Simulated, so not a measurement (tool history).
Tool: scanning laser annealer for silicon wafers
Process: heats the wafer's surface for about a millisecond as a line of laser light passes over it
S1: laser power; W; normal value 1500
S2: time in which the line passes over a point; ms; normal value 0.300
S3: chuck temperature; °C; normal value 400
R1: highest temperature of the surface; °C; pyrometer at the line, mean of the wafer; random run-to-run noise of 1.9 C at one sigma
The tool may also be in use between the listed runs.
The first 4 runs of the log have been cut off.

{"run": 5, "hour": 79.3, "S1": 1421, "S2": 0.3, "S3": 400, "R1": 1120}
{"run": 6, "hour": 99.5, "S1": 1421, "S2": 0.3, "S3": 400, "R1": 1120}
{"run": 7, "hour": 114.2, "S1": 1421, "S2": 0.3, "S3": 400, "R1": 1121}
{"run": 8, "hour": 130.9, "S1": 1500, "S2": 0.223, "S3": 400, "R1": 1052}
{"run": 9, "hour": 156.3, "S1": 1500, "S2": 0.3, "S3": 398, "R1": 1166}
{"run": 10, "hour": 167.7, "S1": 1500, "S2": 0.377, "S3": 400, "R1": 1266}
{"hour": 181.3, "done": "optics aligned, line set to its width"}
{"run": 11, "hour": 190.6, "S1": 1500, "S2": 0.377, "S3": 400, "R1": 1266}
{"run": 12, "hour": 216.4, "S1": 1500, "S2": 0.377, "S3": 400, "R1": 1265}
{"run": 13, "hour": 235.7, "S1": 1500, "S2": 0.377, "S3": 400, "R1": 1267}
{"run": 14, "hour": 261.5, "S1": 1500, "S2": 0.377, "S3": 400, "R1": 1266}
{"run": 15, "hour": 277.4, "S1": 1500, "S2": 0.377, "S3": 400, "R1": 1268}
{"run": 16, "hour": 297.4, "S1": 1461, "S2": 0.296, "S3": 382, "R1": 1120}
{"run": 17, "hour": 318.9, "S1": 1500, "S2": 0.295, "S3": 424, "R1": 1186}

Predict the results of run 18:
{"run": 18, "hour": 345.1, "S1": 1500, "S2": 0.295, "S3": 424, "R1": "?"}

Run 18 gave R1 1189 °C.
Minus the tool's unlogged condition, the same run would have read R1 1189 °C.
